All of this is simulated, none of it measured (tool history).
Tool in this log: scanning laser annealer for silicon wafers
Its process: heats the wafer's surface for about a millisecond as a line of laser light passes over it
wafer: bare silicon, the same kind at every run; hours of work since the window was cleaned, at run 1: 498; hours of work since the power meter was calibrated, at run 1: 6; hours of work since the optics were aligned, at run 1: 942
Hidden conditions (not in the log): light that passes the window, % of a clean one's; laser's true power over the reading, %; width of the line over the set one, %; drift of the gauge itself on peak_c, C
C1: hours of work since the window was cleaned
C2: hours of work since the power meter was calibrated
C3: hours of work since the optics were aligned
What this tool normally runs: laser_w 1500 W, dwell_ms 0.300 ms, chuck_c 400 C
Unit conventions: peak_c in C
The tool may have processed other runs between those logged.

run 1 hour=0.0 | laser_w=1500 dwell_ms=0.300 chuck_c=400 | C1=498 C2=6 C3=942 | peak_c=1083
run 2 hour=7.1 | laser_w=1500 dwell_ms=0.337 chuck_c=400 | C1=502 C2=11 C3=946 | peak_c=1121
run 3 hour=10.8 | laser_w=1500 dwell_ms=0.300 chuck_c=402 | C1=505 C2=13 C3=948 | peak_c=1083
run 4 hour=18.5 | laser_w=1500 dwell_ms=0.331 chuck_c=402 | C1=509 C2=17 C3=953 | peak_c=1111
run 5 hour=22.6 | laser_w=1500 dwell_ms=0.331 chuck_c=402 | C1=512 C2=20 C3=955 | peak_c=1111
run 6 hour=29.4 | laser_w=1500 dwell_ms=0.331 chuck_c=402 | C1=516 C2=24 C3=960 | peak_c=1111
run 7 hour=35.8 | laser_w=1500 dwell_ms=0.300 chuck_c=400 | C1=520 C2=28 C3=963 | peak_c=1078
run 8 hour=41.1 | laser_w=1500 dwell_ms=0.300 chuck_c=400 | C1=523 C2=31 C3=967 | peak_c=1076
run 9 hour=45.8 | laser_w=1500 dwell_ms=0.300 chuck_c=400 | C1=526 C2=34 C3=970 | peak_c=1079
run 10 hour=52.9 | laser_w=1500 dwell_ms=0.300 chuck_c=400 | C1=530 C2=38 C3=974 | peak_c=1080
run 11 hour=57.7 | laser_w=1500 dwell_ms=0.355 chuck_c=400 | C1=533 C2=41 C3=977 | peak_c=1134
run 12 hour=63.4 | laser_w=1500 dwell_ms=0.355 chuck_c=400 | C1=537 C2=45 C3=980 | peak_c=1137
run 13 hour=72.0 | laser_w=1500 dwell_ms=0.355 chuck_c=400 | C1=542 C2=50 C3=985 | peak_c=1133
run 14 hour=77.6 | laser_w=1500 dwell_ms=0.264 chuck_c=400 | C1=545 C2=53 C3=989 | peak_c=1033
run 15 hour=83.0 | laser_w=1289 dwell_ms=0.300 chuck_c=400 | C1=549 C2=57 C3=992 | peak_c=956
run 16 hour=90.5 | laser_w=1500 dwell_ms=0.300 chuck_c=400 | C1=553 C2=61 C3=997 | peak_c=1081
run 17 hour=96.1 | laser_w=1500 dwell_ms=0.300 chuck_c=400 | C1=556 C2=65 C3=1000 | peak_c=1079
run 18 hour=103.9 | laser_w=1500 dwell_ms=0.300 chuck_c=400 | C1=561 C2=69 C3=1005 | peak_c=1071
run 19 hour=111.6 | laser_w=1500 dwell_ms=0.300 chuck_c=400 | C1=566 C2=74 C3=1009 | peak_c=1073
run 20 hour=116.2 | laser_w=1500 dwell_ms=0.300 chuck_c=400 | C1=569 C2=77 C3=1012 | peak_c=1075
run 21 hour=120.2 | laser_w=1500 dwell_ms=0.300 chuck_c=400 | C1=571 C2=79 C3=1015 | peak_c=1075
run 22 hour=123.9 | laser_w=1308 dwell_ms=0.300 chuck_c=400 | C1=573 C2=81 C3=1017 | peak_c=961
run 23 hour=127.6 | laser_w=1586 dwell_ms=0.275 chuck_c=426 | C1=576 C2=84 C3=1019 | peak_c=1123
run 24 hour=133.9 | laser_w=1586 dwell_ms=0.275 chuck_c=426 | C1=579 C2=88 C3=1023 | peak_c=1125
run 25 hour=137.8 | laser_w=1523 dwell_ms=0.361 chuck_c=425 | C1=582 C2=90 C3=1025 | peak_c=1182
run 26 hour=145.0 | laser_w=1523 dwell_ms=0.361 chuck_c=425 | C1=586 C2=94 C3=1030 | peak_c=1178
run 27 hour=153.9 | laser_w=1438 dwell_ms=0.300 chuck_c=414 | C1=591 C2=100 C3=1035 | peak_c=1050
run 28 hour=162.8 | laser_w=1500 dwell_ms=0.237 chuck_c=400 | C1=597 C2=105 C3=1040 | peak_c=998
run 29 hour=167.4 | laser_w=1511 dwell_ms=0.300 chuck_c=400 | C1=600 C2=108 C3=1043 | peak_c=1080
run 30 hour=172.7 | laser_w=1511 dwell_ms=0.300 chuck_c=400 | C1=603 C2=111 C3=1046 | peak_c=1080
run 31 hour=178.9 | laser_w=1555 dwell_ms=0.363 chuck_c=412 | C1=607 C2=115 C3=1050 | peak_c=1191
run 32 hour=185.4 | laser_w=1555 dwell_ms=0.363 chuck_c=412 | C1=611 C2=119 C3=1054 | peak_c=1186
run 33 hour=190.1 | laser_w=1521 dwell_ms=0.363 chuck_c=378 | C1=613 C2=122 C3=1057 | peak_c=1131
run 34 hour=194.4 | laser_w=1521 dwell_ms=0.363 chuck_c=378 | C1=616 C2=124 C3=1060 | peak_c=1133
run 35 hour=203.2 | laser_w=1521 dwell_ms=0.363 chuck_c=427 | C1=621 C2=130 C3=1065 | peak_c=1179
run 36 hour=212.0 | laser_w=1500 dwell_ms=0.314 chuck_c=425 | C1=627 C2=135 C3=1070 | peak_c=1111
run 37 hour=215.7 | laser_w=1478 dwell_ms=0.300 chuck_c=400 | C1=629 C2=137 C3=1073 | peak_c=1057
run 38 hour=221.8 | laser_w=1413 dwell_ms=0.331 chuck_c=400 | C1=633 C2=141 C3=1076 | peak_c=1048
run 39 hour=229.4 | laser_w=1541 dwell_ms=0.265 chuck_c=415 | C1=637 C2=145 C3=1081 | peak_c=1066
run 40 hour=238.3 | laser_w=1332 dwell_ms=0.330 chuck_c=420 | C1=643 C2=151 C3=1086 | peak_c=1019
run 41 hour=242.8 | laser_w=1281 dwell_ms=0.330 chuck_c=420 | C1=645 C2=154 C3=1089 | peak_c=989

Alternative continuations, all from the tool just after run 41; predict every row:
run A hour=247.8 | laser_w=1575 dwell_ms=0.218 chuck_c=379 | C1=648 C2=157 C3=1092 | peak_c=?
run B hour=247.8 | laser_w=1479 dwell_ms=0.293 chuck_c=371 | C1=648 C2=157 C3=1092 | peak_c=?
run C hour=247.8 | laser_w=1551 dwell_ms=0.342 chuck_c=438 | C1=648 C2=157 C3=1092 | peak_c=?

run=A peak_c=991
run=B peak_c=1021
run=C peak_c=1184
The same runs, with their run-to-run variation unchanged, on a tool lacking any hidden condition would have given:
run=A peak_c=1040
run=B peak_c=1073
run=C peak_c=1244
